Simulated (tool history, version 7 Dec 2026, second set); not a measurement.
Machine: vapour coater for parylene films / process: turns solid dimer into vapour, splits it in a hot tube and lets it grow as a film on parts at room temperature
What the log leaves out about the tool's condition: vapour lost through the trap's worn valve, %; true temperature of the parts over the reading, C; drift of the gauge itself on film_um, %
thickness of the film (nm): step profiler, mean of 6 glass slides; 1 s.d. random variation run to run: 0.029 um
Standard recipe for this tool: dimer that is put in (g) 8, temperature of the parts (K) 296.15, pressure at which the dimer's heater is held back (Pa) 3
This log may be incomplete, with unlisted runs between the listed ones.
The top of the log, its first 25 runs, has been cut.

run,day,dimer that is put in (g),temperature of the parts (K),pressure at which the dimer's heater is held back (Pa),hours of work since the trap's valve was overhauled,hours of work since the table's thermometer was calibrated,thickness of the film (nm)
26,20.954,9,295.15,2.18,192,673,3100
27,21.45,8,290.15,9.18,201,682,2660
28,22.104,5,296.15,3,214,695,1580
29,22.912,5,296.15,3,229,710,1600
# day 23.288: trap's valve overhauled
30,24.2,5,289.15,4.32,18,732,1840
31,25.308,8,296.15,2.5,39,753,2600
32,26.104,13,300.15,4.75,54,768,3530
33,26.717,7,302.15,10.29,66,780,1620
34,27.538,3,307.15,3,82,796,760
35,28.304,7,297.15,2.68,96,810,2250
36,29.012,7,297.15,2.68,110,824,2230
37,29.629,7,297.15,2.68,122,836,2260
38,30.85,7,297.15,2.68,145,859,2240
39,31.692,4,297.15,2.68,161,875,1290
40,32.367,5,291.15,6.94,174,888,1640
41,33.3,10,289.15,3,192,906,3890
42,34.438,10,289.15,3,214,928,3920
# day 35.567: trap's valve overhauled
43,35.7,10,289.15,3,3,949,3830
44,36.292,8,298.15,11.78,14,960,1970
45,37.054,10,306.15,5.12,29,975,2280
46,37.988,7,307.15,7.43,46,993,1450
47,38.65,7,307.15,9.56,59,1006,1430
48,39.729,7,307.15,9.56,80,1026,1410

Predict each of these 3 candidate next runs independently; none follows another, all start after run 48:
A,40.621,4,298.15,3,97,1044,?
B,40.621,4,307.15,2.92,97,1044,?
C,40.621,8,295.15,6.41,97,1044,?

run,thickness of the film (nm)
A,1240
B,960
C,2380
The same runs, with their run-to-run variation unchanged, on a tool lacking any hidden condition would have given:
run,thickness of the film (nm)
A,1240
B,960
C,2380
